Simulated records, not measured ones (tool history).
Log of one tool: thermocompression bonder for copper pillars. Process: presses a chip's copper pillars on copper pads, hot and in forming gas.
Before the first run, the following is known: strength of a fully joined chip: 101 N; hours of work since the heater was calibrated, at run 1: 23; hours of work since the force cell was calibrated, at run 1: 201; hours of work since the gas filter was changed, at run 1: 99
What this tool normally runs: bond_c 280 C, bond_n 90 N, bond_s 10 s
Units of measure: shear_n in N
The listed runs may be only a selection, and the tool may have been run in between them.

| run | day | bond_c | bond_n | bond_s | hours of work since the heater was calibrated | hours of work since the force cell was calibrated | hours of work since the gas filter was changed | shear_n |
|---|---|---|---|---|---|---|---|---|
| 1 | 0 | 280 | 90 | 10 | 23 | 201 | 99 | 34 |
| 2 | 0.242 | 280 | 90 | 10 | 27 | 205 | 103 | 34 |
| 3 | 0.7 | 280 | 124 | 10 | 35 | 212 | 110 | 44.7 |
| 4 | 1.212 | 280 | 124 | 10 | 43 | 220 | 119 | 44.9 |
| 5 | 1.808 | 280 | 124 | 10 | 52 | 230 | 128 | 44.4 |
| 6 | 2.162 | 280 | 90 | 10 | 58 | 236 | 134 | 33.2 |
| 7 | 2.625 | 280 | 90 | 10 | 65 | 243 | 141 | 33.2 |
| 8 | 2.925 | 280 | 90 | 10 | 70 | 248 | 146 | 33.2 |
|  | 3.175 | forming gas filter changed |
| 9 | 3.421 | 280 | 90 | 10 | 78 | 255 | 4 | 37.3 |
| 10 | 3.762 | 280 | 90 | 10 | 83 | 261 | 9 | 36.9 |
| 11 | 4.154 | 280 | 90 | 10 | 89 | 267 | 16 | 37.2 |
| 12 | 4.575 | 280 | 99 | 10 | 96 | 274 | 22 | 40.6 |
| 13 | 4.954 | 280 | 90 | 10 | 102 | 280 | 28 | 36.7 |
| 14 | 5.546 | 280 | 90 | 10 | 111 | 289 | 38 | 36.3 |
| 15 | 6.046 | 280 | 90 | 26 | 119 | 297 | 46 | 51.6 |
| 16 | 6.367 | 280 | 90 | 26 | 124 | 302 | 51 | 51 |
| 17 | 6.708 | 280 | 122 | 26 | 130 | 307 | 56 | 63.6 |
| 18 | 7.025 | 280 | 90 | 10 | 135 | 313 | 61 | 35.7 |
| 19 | 7.542 | 280 | 90 | 10 | 143 | 321 | 69 | 35.8 |
| 20 | 7.8 | 280 | 90 | 10 | 147 | 325 | 74 | 35.3 |
| 21 | 8.05 | 280 | 90 | 10 | 151 | 329 | 78 | 35.3 |
| 22 | 8.554 | 280 | 90 | 10 | 159 | 337 | 86 | 35.2 |
| 23 | 8.925 | 263 | 69 | 7 | 165 | 343 | 91 | 19.6 |
| 24 | 9.296 | 285 | 56 | 23 | 171 | 349 | 97 | 32.2 |
| 25 | 9.771 | 302 | 66 | 10 | 179 | 356 | 105 | 31.5 |
| 26 | 10.371 | 302 | 66 | 10 | 188 | 366 | 114 | 31.1 |
| 27 | 10.792 | 274 | 62 | 5 | 195 | 372 | 121 | 16.3 |
| 28 | 11.108 | 280 | 90 | 5 | 200 | 377 | 126 | 25.6 |
| 29 | 11.492 | 280 | 90 | 5 | 206 | 384 | 132 | 25.2 |
| 30 | 11.925 | 280 | 90 | 11 | 213 | 390 | 139 | 35 |
| 31 | 12.388 | 280 | 90 | 11 | 220 | 398 | 147 | 34.9 |
|  | 12.579 | forming gas filter changed |
| 32 | 12.733 | 278 | 132 | 10 | 225 | 403 | 2 | 52.1 |
| 33 | 13.158 | 257 | 57 | 16 | 232 | 410 | 9 | 22.9 |
| 34 | 13.625 | 279 | 97 | 5 | 240 | 417 | 17 | 30.3 |
| 35 | 14.079 | 279 | 97 | 5 | 247 | 424 | 24 | 30.1 |
| 36 | 14.504 | 279 | 97 | 13 | 253 | 431 | 31 | 43.6 |
| 37 | 15.008 | 279 | 97 | 13 | 262 | 439 | 39 | 43.5 |
| 38 | 15.262 | 279 | 97 | 13 | 266 | 443 | 43 | 43.4 |
| 39 | 15.758 | 279 | 97 | 13 | 273 | 451 | 51 | 42.3 |
| 40 | 16.321 | 279 | 97 | 13 | 282 | 460 | 60 | 42.4 |
| 41 | 16.75 | 279 | 97 | 13 | 289 | 467 | 66 | 42.7 |

3 options for the next run, each taken on its own from the tool as it stands now. Forecast them:
| A | 17.267 | 304 | 90 | 7 | 297 | 475 | 75 | ? |
| B | 17.267 | 293 | 90 | 25 | 297 | 475 | 75 | ? |
| C | 17.267 | 266 | 90 | 12 | 297 | 475 | 75 | ? |

| run | shear_n |
|---|---|
| A | 38.8 |
| B | 55.5 |
| C | 33.5 |
Stripped of hidden state, with their random variation kept, the same runs would have yielded:
| run | shear_n |
|---|---|
| A | 39.3 |
| B | 56.6 |
| C | 33.8 |
